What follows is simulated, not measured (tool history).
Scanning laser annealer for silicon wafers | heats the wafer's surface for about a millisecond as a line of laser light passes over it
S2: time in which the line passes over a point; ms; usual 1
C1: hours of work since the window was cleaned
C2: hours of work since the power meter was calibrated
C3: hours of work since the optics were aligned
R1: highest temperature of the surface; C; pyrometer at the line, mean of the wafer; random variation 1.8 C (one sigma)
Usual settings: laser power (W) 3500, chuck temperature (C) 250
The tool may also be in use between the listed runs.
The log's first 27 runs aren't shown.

{"run": 28, "day": 15.912, "laser power (W)": 3529, "S2": 0.71, "chuck temperature (C)": 231, "C1": 540, "C2": 571, "C3": 719, "R1": 844}
{"run": 29, "day": 16.696, "laser power (W)": 3398, "S2": 1.11, "chuck temperature (C)": 283, "C1": 550, "C2": 581, "C3": 729, "R1": 1040}
{"run": 30, "day": 17.017, "laser power (W)": 3193, "S2": 1.18, "chuck temperature (C)": 283, "C1": 554, "C2": 585, "C3": 733, "R1": 1025}
{"run": 31, "day": 17.492, "laser power (W)": 3193, "S2": 1.18, "chuck temperature (C)": 283, "C1": 560, "C2": 591, "C3": 739, "R1": 1027}
{"run": 32, "day": 18.262, "laser power (W)": 3606, "S2": 1, "chuck temperature (C)": 250, "C1": 570, "C2": 601, "C3": 749, "R1": 1001}
{"run": 33, "day": 18.746, "laser power (W)": 3606, "S2": 1, "chuck temperature (C)": 250, "C1": 576, "C2": 607, "C3": 755, "R1": 1004}
{"run": 34, "day": 19.358, "laser power (W)": 3582, "S2": 1, "chuck temperature (C)": 286, "C1": 584, "C2": 615, "C3": 762, "R1": 1033}
{"run": 35, "day": 19.696, "laser power (W)": 3582, "S2": 1, "chuck temperature (C)": 286, "C1": 588, "C2": 619, "C3": 767, "R1": 1037}
{"run": 36, "day": 20.1, "laser power (W)": 3064, "S2": 1.15, "chuck temperature (C)": 282, "C1": 593, "C2": 624, "C3": 772, "R1": 983}
{"run": 37, "day": 20.854, "laser power (W)": 3064, "S2": 1.15, "chuck temperature (C)": 282, "C1": 603, "C2": 634, "C3": 781, "R1": 980}
{"run": 38, "day": 21.646, "laser power (W)": 3064, "S2": 1.15, "chuck temperature (C)": 282, "C1": 613, "C2": 644, "C3": 791, "R1": 981}
{"run": 39, "day": 22.312, "laser power (W)": 3801, "S2": 1.09, "chuck temperature (C)": 254, "C1": 621, "C2": 652, "C3": 800, "R1": 1080}
{"run": 40, "day": 22.858, "laser power (W)": 3698, "S2": 0.8, "chuck temperature (C)": 267, "C1": 628, "C2": 659, "C3": 807, "R1": 947}
{"run": 41, "day": 23.592, "laser power (W)": 3698, "S2": 0.8, "chuck temperature (C)": 267, "C1": 637, "C2": 668, "C3": 816, "R1": 945}
{"run": 42, "day": 23.975, "laser power (W)": 3399, "S2": 1.07, "chuck temperature (C)": 250, "C1": 642, "C2": 673, "C3": 821, "R1": 986}

3 ways to go on from here, each from the tool as it stands after run 42. What would each give?
{"run": "A", "day": 24.662, "laser power (W)": 3826, "S2": 1, "chuck temperature (C)": 271, "C1": 651, "C2": 682, "C3": 829, "R1": "?"}
{"run": "B", "day": 24.662, "laser power (W)": 3799, "S2": 0.96, "chuck temperature (C)": 231, "C1": 651, "C2": 682, "C3": 829, "R1": "?"}
{"run": "C", "day": 24.662, "laser power (W)": 3347, "S2": 1.2, "chuck temperature (C)": 245, "C1": 651, "C2": 682, "C3": 829, "R1": "?"}

run=A R1=1063
run=B R1=1000
run=C R1=1021
Without the tool's hidden state the same runs would have given:
run=A R1=1097
run=B R1=1032
run=C R1=1053
